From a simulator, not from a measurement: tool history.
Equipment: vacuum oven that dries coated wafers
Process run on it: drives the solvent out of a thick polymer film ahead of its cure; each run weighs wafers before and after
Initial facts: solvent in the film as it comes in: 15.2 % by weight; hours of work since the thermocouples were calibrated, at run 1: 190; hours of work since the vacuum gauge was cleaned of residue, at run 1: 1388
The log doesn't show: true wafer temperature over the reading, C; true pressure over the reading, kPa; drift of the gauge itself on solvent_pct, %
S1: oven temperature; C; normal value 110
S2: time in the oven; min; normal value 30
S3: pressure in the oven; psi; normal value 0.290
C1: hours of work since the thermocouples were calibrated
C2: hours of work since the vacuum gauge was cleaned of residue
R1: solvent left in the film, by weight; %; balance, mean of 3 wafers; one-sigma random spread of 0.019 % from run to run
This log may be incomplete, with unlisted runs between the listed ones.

run     day   S1  S2     S3   C1    C2    R1
  1   0.000  110  30  0.290  190  1388  2.57
  2   3.412  110  30  0.290  229  1428  2.55
  3   6.683  110  30  0.290  267  1466  2.57
  4   9.667  110  30  0.290  302  1500  2.56
  5  11.638  110  30  0.290  325  1523  2.56
  6  15.846  110  30  0.290  373  1572  2.56
     17.117  -- vacuum gauge cleaned of residue and calibrated
  7  17.817  110  30  0.290  396     8  2.53
  8  21.496  110  31  0.290  438    51  2.45
  9  24.792  115  17  0.196  477    89  3.25
 10  28.546  115  17  0.196  520   133  3.23
 11  32.000  124  42  0.186  560   173  0.58
 12  35.533  124  42  0.186  601   214  0.59
 13  37.812  112  30  0.232  628   240  2.03
 14  40.125  104  30  0.805  654   267  6.06
 15  43.696  104  30  0.290  696   308  3.64
 16  47.783  104  30  0.290  743   356  3.65

Consider 4 possible next runs. They are alternatives, not a sequence: every one starts from the tool as it was left by run 16. What does each give?
  A  51.188  104  52  0.290  783  395   ?
  B  51.188  115  30  0.453  783  395   ?
  C  51.188  123  20  0.178  783  395   ?
  D  51.188  104  37  0.244  783  395   ?

run    R1
  A  2.24
  B  2.45
  C  1.49
  D  2.76
Without the tool's hidden state the same runs would have given:
run    R1
  A  2.24
  B  2.45
  C  1.49
  D  2.76
